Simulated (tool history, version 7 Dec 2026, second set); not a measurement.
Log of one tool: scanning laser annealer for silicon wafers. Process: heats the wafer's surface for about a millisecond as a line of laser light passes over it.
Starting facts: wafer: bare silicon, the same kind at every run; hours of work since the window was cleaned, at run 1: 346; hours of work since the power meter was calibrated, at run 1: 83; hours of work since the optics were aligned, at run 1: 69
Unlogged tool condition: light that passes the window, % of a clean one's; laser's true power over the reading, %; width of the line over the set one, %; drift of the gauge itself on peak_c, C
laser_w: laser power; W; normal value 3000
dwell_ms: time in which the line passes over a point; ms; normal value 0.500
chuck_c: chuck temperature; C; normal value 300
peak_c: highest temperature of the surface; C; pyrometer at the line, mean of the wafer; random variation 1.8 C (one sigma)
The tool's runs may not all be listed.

run   hour  laser_w  dwell_ms  chuck_c  hours of work since the window was cleaned  hours of work since the power meter was calibrated  hours of work since the optics were aligned  peak_c
  1    0.0     3000     0.500      300                                         346                                                  83                                           69    1048
  2   14.3     3000     0.500      300                                         353                                                  91                                           76    1057
  3   25.5     3024     0.500      300                                         359                                                  97                                           82    1060
  4   37.9     3000     0.500      300                                         365                                                 103                                           89    1050
  5   53.3     3000     0.500      300                                         373                                                 111                                           97    1051
  6   64.2     3000     0.500      300                                         379                                                 117                                          102    1055
  7   79.4     3000     0.500      300                                         387                                                 125                                          110    1051
  8   86.6     3000     0.500      300                                         391                                                 128                                          114    1047
  9  102.3     3000     0.500      300                                         399                                                 137                                          122    1052
 10  115.2     3000     0.500      300                                         406                                                 143                                          129    1042
 11  131.4     3000     0.500      300                                         414                                                 152                                          137    1048
 12  144.7     3000     0.500      300                                         421                                                 159                                          144    1045
 13  151.5     3000     0.500      300                                         424                                                 162                                          148    1045
     161.7  -- window over the wafer cleaned
 14  163.4     3000     0.500      300                                           1                                                 167                                          153    1075
 15  176.9     3000     0.500      294                                           8                                                 174                                          160    1073
 16  186.0     3182     0.573      300                                          13                                                 179                                          165    1200
 17  200.9     3182     0.434      300                                          20                                                 187                                          172    1082
 18  212.8     3182     0.434      300                                          27                                                 193                                          179    1079
 19  227.1     3182     0.434      300                                          34                                                 201                                          186    1075

Results per run with the tool's hidden condition removed, run-to-run variation unchanged:
run  peak_c
  1    1077
  2    1086
  3    1090
  4    1081
  5    1083
  6    1087
  7    1085
  8    1080
  9    1086
 10    1077
 11    1084
 12    1082
 13    1082
 14    1080
 15    1078
 16    1207
 17    1088
 18    1087
 19    1083
